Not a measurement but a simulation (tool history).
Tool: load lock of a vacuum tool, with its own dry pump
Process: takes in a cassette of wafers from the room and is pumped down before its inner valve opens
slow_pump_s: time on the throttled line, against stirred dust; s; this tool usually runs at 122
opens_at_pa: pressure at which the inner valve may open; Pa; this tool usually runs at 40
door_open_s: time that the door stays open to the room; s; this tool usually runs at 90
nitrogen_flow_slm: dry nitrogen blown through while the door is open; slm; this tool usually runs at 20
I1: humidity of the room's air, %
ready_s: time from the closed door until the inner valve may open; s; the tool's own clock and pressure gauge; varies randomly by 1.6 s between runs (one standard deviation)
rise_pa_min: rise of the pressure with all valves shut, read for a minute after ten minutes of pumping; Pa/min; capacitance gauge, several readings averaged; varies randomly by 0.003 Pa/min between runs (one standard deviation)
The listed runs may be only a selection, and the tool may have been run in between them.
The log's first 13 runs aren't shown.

Run 14, hour 1202.8: usual settings; I1 46.6. Result: ready_s 276.3 s, rise_pa_min 0.108 Pa/min.
Run 15, hour 1310.3: usual settings; I1 43.5. Result: ready_s 276.8 s, rise_pa_min 0.107 Pa/min.
Run 16, hour 1446.5: usual settings; I1 41.8. Result: ready_s 275.3 s, rise_pa_min 0.113 Pa/min.
Run 17, hour 1557.4: usual settings; I1 47.3. Result: ready_s 275.8 s, rise_pa_min 0.116 Pa/min.
Run 18, hour 1685.7: usual settings; I1 43.5. Result: ready_s 276.8 s, rise_pa_min 0.123 Pa/min.
Run 19, hour 1778.2: usual settings but slow_pump_s 85 s, opens_at_pa 50 Pa, door_open_s 78 s, nitrogen_flow_slm 6 slm; I1 47.1. Result: ready_s 245.5 s, rise_pa_min 0.122 Pa/min.
Run 20, hour 1894.3: usual settings but slow_pump_s 85 s, opens_at_pa 50 Pa, door_open_s 78 s, nitrogen_flow_slm 6 slm; I1 46.0. Result: ready_s 242.4 s, rise_pa_min 0.131 Pa/min.
Run 21, hour 1959.8: usual settings but slow_pump_s 85 s, opens_at_pa 50 Pa, door_open_s 25 s, nitrogen_flow_slm 23 slm; I1 44.5. Result: ready_s 245.9 s, rise_pa_min 0.109 Pa/min.
Run 22, hour 2072.7: usual settings but slow_pump_s 85 s, opens_at_pa 50 Pa, door_open_s 237 s, nitrogen_flow_slm 23 slm; I1 43.6. Result: ready_s 245.3 s, rise_pa_min 0.145 Pa/min.
Run 23, hour 2195.8: usual settings but slow_pump_s 85 s, opens_at_pa 50 Pa, door_open_s 237 s, nitrogen_flow_slm 23 slm; I1 45.3. Result: ready_s 245.2 s, rise_pa_min 0.147 Pa/min.
Run 24, hour 2328.6: usual settings but slow_pump_s 164 s, opens_at_pa 77 Pa, door_open_s 59 s, nitrogen_flow_slm 15 slm; I1 45.4. Result: ready_s 290.4 s, rise_pa_min 0.122 Pa/min.
Run 25, hour 2438.7: usual settings but slow_pump_s 168 s, door_open_s 142 s, nitrogen_flow_slm 17 slm; I1 43.5. Result: ready_s 316.6 s, rise_pa_min 0.138 Pa/min.
Run 26, hour 2515.6: usual settings but opens_at_pa 32 Pa, nitrogen_flow_slm 44 slm; I1 45.5. Result: ready_s 287.2 s, rise_pa_min 0.128 Pa/min.
Run 27, hour 2628.7: usual settings but slow_pump_s 160 s, opens_at_pa 38 Pa; I1 44.0. Result: ready_s 307.9 s, rise_pa_min 0.141 Pa/min.
Run 28, hour 2761.2: usual settings but slow_pump_s 160 s, opens_at_pa 38 Pa; I1 46.3. Result: ready_s 306.3 s, rise_pa_min 0.149 Pa/min.
Run 29, hour 2896.9: usual settings but slow_pump_s 160 s, opens_at_pa 38 Pa, door_open_s 35 s, nitrogen_flow_slm 44 slm; I1 46.1. Result: ready_s 309.6 s, rise_pa_min 0.129 Pa/min.
Run 30, hour 2952.0: usual settings but slow_pump_s 71 s, door_open_s 59 s; I1 42.4. Result: ready_s 247.8 s, rise_pa_min 0.142 Pa/min.
Run 31, hour 3037.2: usual settings but slow_pump_s 214 s, door_open_s 58 s; I1 41.5. Result: ready_s 349.8 s, rise_pa_min 0.142 Pa/min.
Run 32, hour 3112.3: usual settings but slow_pump_s 71 s, door_open_s 74 s, nitrogen_flow_slm 6 slm; I1 46.3. Result: ready_s 244.1 s, rise_pa_min 0.157 Pa/min.
Run 33, hour 3203.4: usual settings but slow_pump_s 71 s, door_open_s 74 s, nitrogen_flow_slm 10 slm; I1 45.7. Result: ready_s 243.7 s, rise_pa_min 0.158 Pa/min.
Run 34, hour 3332.8: usual settings but slow_pump_s 71 s, opens_at_pa 38 Pa, door_open_s 48 s, nitrogen_flow_slm 10 slm; I1 44.6. Result: ready_s 246.1 s, rise_pa_min 0.156 Pa/min.
Run 35, hour 3449.6: usual settings but opens_at_pa 33 Pa; I1 45.8. Result: ready_s 285.4 s, rise_pa_min 0.157 Pa/min.
Run 36, hour 3579.2: usual settings but slow_pump_s 62 s, nitrogen_flow_slm 14 slm; I1 42.5. Result: ready_s 238.7 s, rise_pa_min 0.166 Pa/min.

Predict each of these 4 candidate next runs independently; none follows another, all start after run 36:
Run A, hour 3693.7: usual settings but slow_pump_s 158 s, door_open_s 61 s, nitrogen_flow_slm 23 slm; I1 43.2. Result: ready_s ?, rise_pa_min ?.
Run B, hour 3693.7: usual settings but opens_at_pa 32 Pa, door_open_s 238 s; I1 48.1. Result: ready_s ?, rise_pa_min ?.
Run C, hour 3693.7: usual settings but slow_pump_s 72 s, nitrogen_flow_slm 14 slm; I1 45.9. Result: ready_s ?, rise_pa_min ?.
Run D, hour 3693.7: usual settings but slow_pump_s 62 s, nitrogen_flow_slm 8 slm; I1 44.0. Result: ready_s ?, rise_pa_min ?.

run  ready_s  rise_pa_min
  A    307.0        0.162
  B    290.6        0.188
  C    249.1        0.168
  D    240.5        0.177
The same runs, with their run-to-run variation unchanged, on a tool lacking any hidden condition would have given:
run  ready_s  rise_pa_min
  A    290.0        0.019
  B    271.7        0.046
  C    229.2        0.025
  D    220.3        0.031
